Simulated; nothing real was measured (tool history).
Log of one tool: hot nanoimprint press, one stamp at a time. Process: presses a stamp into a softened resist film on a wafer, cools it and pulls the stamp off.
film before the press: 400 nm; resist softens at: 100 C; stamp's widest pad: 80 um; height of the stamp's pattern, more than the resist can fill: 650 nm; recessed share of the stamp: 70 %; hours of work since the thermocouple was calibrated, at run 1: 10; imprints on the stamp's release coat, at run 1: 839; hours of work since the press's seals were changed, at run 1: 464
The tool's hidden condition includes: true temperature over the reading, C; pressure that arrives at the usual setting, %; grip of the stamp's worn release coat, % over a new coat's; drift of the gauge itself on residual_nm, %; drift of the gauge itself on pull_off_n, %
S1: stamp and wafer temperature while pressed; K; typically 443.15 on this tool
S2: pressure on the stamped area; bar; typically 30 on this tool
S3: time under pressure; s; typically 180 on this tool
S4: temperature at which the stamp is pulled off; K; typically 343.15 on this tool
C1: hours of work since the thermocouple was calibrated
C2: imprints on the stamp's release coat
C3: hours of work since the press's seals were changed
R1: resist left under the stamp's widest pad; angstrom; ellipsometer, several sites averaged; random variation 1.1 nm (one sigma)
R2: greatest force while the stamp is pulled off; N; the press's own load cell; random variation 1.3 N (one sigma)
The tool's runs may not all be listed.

run 1 day=0 | S1=443.15 S2=30 S3=180 S4=343.15 | C1=10 C2=839 C3=464 | R1=1558 R2=157
run 2 day=0.929 | S1=443.15 S2=30 S3=180 S4=348.15 | C1=20 C2=912 C3=474 | R1=1568 R2=142
run 3 day=1.575 | S1=443.15 S2=30 S3=180 S4=348.15 | C1=26 C2=962 C3=480 | R1=1559 R2=143
run 4 day=2.242 | S1=443.15 S2=30 S3=180 S4=343.15 | C1=33 C2=1015 C3=487 | R1=1560 R2=155
run 5 day=2.875 | S1=443.15 S2=30 S3=180 S4=343.15 | C1=39 C2=1065 C3=493 | R1=1582 R2=157
run 6 day=3.9 | S1=443.15 S2=30 S3=180 S4=343.15 | C1=49 C2=1145 C3=503 | R1=1566 R2=158
run 7 day=4.754 | S1=443.15 S2=30 S3=180 S4=343.15 | C1=58 C2=1213 C3=512 | R1=1591 R2=156
run 8 day=5.992 | S1=443.15 S2=30 S3=180 S4=343.15 | C1=70 C2=1310 C3=524 | R1=1584 R2=155
run 9 day=7.029 | S1=443.15 S2=30 S3=180 S4=343.15 | C1=80 C2=1391 C3=534 | R1=1601 R2=158
run 10 day=7.683 | S1=443.15 S2=30 S3=180 S4=343.15 | C1=87 C2=1443 C3=541 | R1=1595 R2=160
run 11 day=8.45 | S1=443.15 S2=30 S3=180 S4=343.15 | C1=95 C2=1503 C3=549 | R1=1594 R2=160
run 12 day=9.683 | S1=443.15 S2=30 S3=320 S4=343.15 | C1=107 C2=1600 C3=561 | R1=1227 R2=163
run 13 day=10.679 | S1=443.15 S2=30 S3=320 S4=343.15 | C1=117 C2=1678 C3=571 | R1=1255 R2=162
run 14 day=11.279 | S1=443.15 S2=30 S3=320 S4=343.15 | C1=123 C2=1726 C3=577 | R1=1263 R2=164
run 15 day=11.829 | S1=443.15 S2=37.9 S3=320 S4=343.15 | C1=128 C2=1769 C3=582 | R1=1125 R2=164
run 16 day=13.079 | S1=443.15 S2=37.9 S3=320 S4=343.15 | C1=141 C2=1867 C3=595 | R1=1138 R2=162
-- day=13.708 press's hydraulic seals changed and the load cell set to zero
run 17 day=14.096 | S1=443.15 S2=30 S3=349 S4=350.15 | C1=148 C2=1921 C3=4 | R1=1206 R2=146
run 18 day=14.762 | S1=443.15 S2=30 S3=349 S4=350.15 | C1=154 C2=1973 C3=11 | R1=1233 R2=147
-- day=14.992 plate thermocouple calibrated
run 19 day=16.008 | S1=443.15 S2=30 S3=349 S4=350.15 | C1=10 C2=2061 C3=22 | R1=1251 R2=148
run 20 day=16.996 | S1=443.15 S2=18.2 S3=180 S4=343.15 | C1=20 C2=2139 C3=32 | R1=2039 R2=169
run 21 day=18.133 | S1=443.15 S2=18.2 S3=180 S4=343.15 | C1=31 C2=2228 C3=43 | R1=2043 R2=171
-- day=19.079 plate thermocouple calibrated, once more
run 22 day=19.388 | S1=437.15 S2=24.8 S3=200 S4=332.15 | C1=3 C2=2317 C3=54 | R1=2253 R2=199
run 23 day=19.908 | S1=450.15 S2=24.8 S3=200 S4=332.15 | C1=8 C2=2358 C3=59 | R1=1093 R2=198
run 24 day=21.05 | S1=449.15 S2=30 S3=180 S4=335.15 | C1=20 C2=2448 C3=71 | R1=1115 R2=189
-- day=21.692 stamp cleaned and given a new release coat
run 25 day=22.562 | S1=436.15 S2=44 S3=311 S4=347.15 | C1=32 C2=68 C3=83 | R1=1640 R2=140
run 26 day=23.246 | S1=438.15 S2=20.1 S3=311 S4=347.15 | C1=39 C2=122 C3=90 | R1=1954 R2=141
run 27 day=24.458 | S1=438.15 S2=20.1 S3=96 S4=337.15 | C1=51 C2=217 C3=102 | R1=2885 R2=164
run 28 day=25.233 | S1=443.15 S2=20.1 S3=96 S4=336.15 | C1=59 C2=278 C3=110 | R1=2350 R2=168
run 29 day=26.404 | S1=443.15 S2=34.5 S3=329 S4=336.15 | C1=71 C2=370 C3=122 | R1=1142 R2=171

Consider 5 possible next runs. They are alternatives, not a sequence: every one starts from the tool as it was left by run 29. What does each give?
run A day=27.342 | S1=443.15 S2=24.5 S3=163 S4=343.15 | C1=80 C2=444 C3=131 | R1=? R2=?
run B day=27.342 | S1=443.15 S2=27.9 S3=167 S4=342.15 | C1=80 C2=444 C3=131 | R1=? R2=?
run C day=27.342 | S1=445.15 S2=42 S3=105 S4=343.15 | C1=80 C2=444 C3=131 | R1=? R2=?
run D day=27.342 | S1=443.15 S2=46.9 S3=329 S4=336.15 | C1=80 C2=444 C3=131 | R1=? R2=?
run E day=27.342 | S1=432.15 S2=34.5 S3=259 S4=336.15 | C1=80 C2=444 C3=131 | R1=? R2=?

run=A R1=1832 R2=152
run=B R1=1700 R2=155
run=C R1=1549 R2=150
run=D R1=1003 R2=172
run=E R1=2451 R2=170
Had the tool no hidden state, the same runs would have come out as:
run=A R1=1777 R2=147
run=B R1=1648 R2=150
run=C R1=1500 R2=145
run=D R1=968 R2=167
run=E R1=2380 R2=164
